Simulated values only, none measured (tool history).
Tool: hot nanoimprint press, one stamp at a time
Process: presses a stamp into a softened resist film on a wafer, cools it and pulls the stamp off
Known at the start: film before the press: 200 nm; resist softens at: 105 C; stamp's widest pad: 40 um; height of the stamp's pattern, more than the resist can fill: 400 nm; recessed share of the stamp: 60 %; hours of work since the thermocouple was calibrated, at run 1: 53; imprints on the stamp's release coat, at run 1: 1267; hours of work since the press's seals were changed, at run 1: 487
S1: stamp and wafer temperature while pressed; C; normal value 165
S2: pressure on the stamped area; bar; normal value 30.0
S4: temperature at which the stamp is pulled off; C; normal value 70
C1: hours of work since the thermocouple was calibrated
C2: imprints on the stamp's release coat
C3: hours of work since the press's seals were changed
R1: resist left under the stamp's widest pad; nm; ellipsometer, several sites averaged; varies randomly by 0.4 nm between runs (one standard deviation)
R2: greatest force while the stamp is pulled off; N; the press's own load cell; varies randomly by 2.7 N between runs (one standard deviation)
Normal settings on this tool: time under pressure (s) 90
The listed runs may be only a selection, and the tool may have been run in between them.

run 1 hour=0.0 | S1=165 S2=30.0 time_under_pressure_(s)=90 S4=70 | C1=53 C2=1267 C3=487 | R1=87.2 R2=125
run 2 hour=22.8 | S1=165 S2=30.0 time_under_pressure_(s)=90 S4=70 | C1=71 C2=1380 C3=505 | R1=86.6 R2=120
run 3 hour=40.7 | S1=165 S2=30.0 time_under_pressure_(s)=90 S4=70 | C1=86 C2=1468 C3=519 | R1=87.3 R2=128
run 4 hour=58.3 | S1=165 S2=30.0 time_under_pressure_(s)=90 S4=70 | C1=100 C2=1555 C3=533 | R1=87.1 R2=125
run 5 hour=74.7 | S1=165 S2=21.0 time_under_pressure_(s)=90 S4=70 | C1=113 C2=1636 C3=546 | R1=105.6 R2=127
run 6 hour=98.0 | S1=165 S2=21.0 time_under_pressure_(s)=90 S4=70 | C1=131 C2=1752 C3=565 | R1=105.0 R2=122
-- hour=110.8 stamp cleaned and given a new release coat
run 7 hour=127.9 | S1=165 S2=21.0 time_under_pressure_(s)=90 S4=70 | C1=150 C2=85 C3=584 | R1=105.5 R2=119
run 8 hour=149.6 | S1=165 S2=21.0 time_under_pressure_(s)=90 S4=70 | C1=168 C2=192 C3=601 | R1=105.8 R2=122
run 9 hour=173.8 | S1=165 S2=21.0 time_under_pressure_(s)=90 S4=70 | C1=187 C2=312 C3=620 | R1=106.7 R2=122
run 10 hour=201.4 | S1=165 S2=21.0 time_under_pressure_(s)=90 S4=70 | C1=209 C2=448 C3=642 | R1=106.2 R2=130
run 11 hour=216.5 | S1=165 S2=21.0 time_under_pressure_(s)=90 S4=70 | C1=221 C2=523 C3=654 | R1=105.5 R2=128
run 12 hour=234.2 | S1=165 S2=21.0 time_under_pressure_(s)=90 S4=70 | C1=235 C2=610 C3=668 | R1=105.9 R2=126
-- hour=269.8 plate thermocouple calibrated
run 13 hour=274.0 | S1=165 S2=36.2 time_under_pressure_(s)=90 S4=70 | C1=3 C2=792 C3=698 | R1=78.5 R2=120
run 14 hour=300.2 | S1=157 S2=42.2 time_under_pressure_(s)=69 S4=66 | C1=24 C2=922 C3=719 | R1=121.5 R2=133
run 15 hour=323.3 | S1=157 S2=42.2 time_under_pressure_(s)=69 S4=66 | C1=43 C2=1036 C3=737 | R1=121.6 R2=133
run 16 hour=357.2 | S1=168 S2=36.1 time_under_pressure_(s)=48 S4=61 | C1=70 C2=1204 C3=764 | R1=83.7 R2=148
run 17 hour=376.2 | S1=165 S2=30.0 time_under_pressure_(s)=79 S4=70 | C1=85 C2=1298 C3=779 | R1=91.2 R2=125
run 18 hour=406.1 | S1=165 S2=23.6 time_under_pressure_(s)=131 S4=70 | C1=109 C2=1446 C3=803 | R1=88.7 R2=121

What differs in the tool's unlogged condition from the final listed run ahead of each entry between runs to the first listed run following it?
Between runs 6 and 7: stamp cleaned and given a new release coat (hour 110.8)
  grip of the stamp's worn release coat, % over a new coat's: 1.3 -> 0.1
Between runs 12 and 13: plate thermocouple calibrated (hour 269.8)
  true temperature over the reading, C: 0.02 -> -0.01; grip of the stamp's worn release coat, % over a new coat's: 0.4 -> 0.5

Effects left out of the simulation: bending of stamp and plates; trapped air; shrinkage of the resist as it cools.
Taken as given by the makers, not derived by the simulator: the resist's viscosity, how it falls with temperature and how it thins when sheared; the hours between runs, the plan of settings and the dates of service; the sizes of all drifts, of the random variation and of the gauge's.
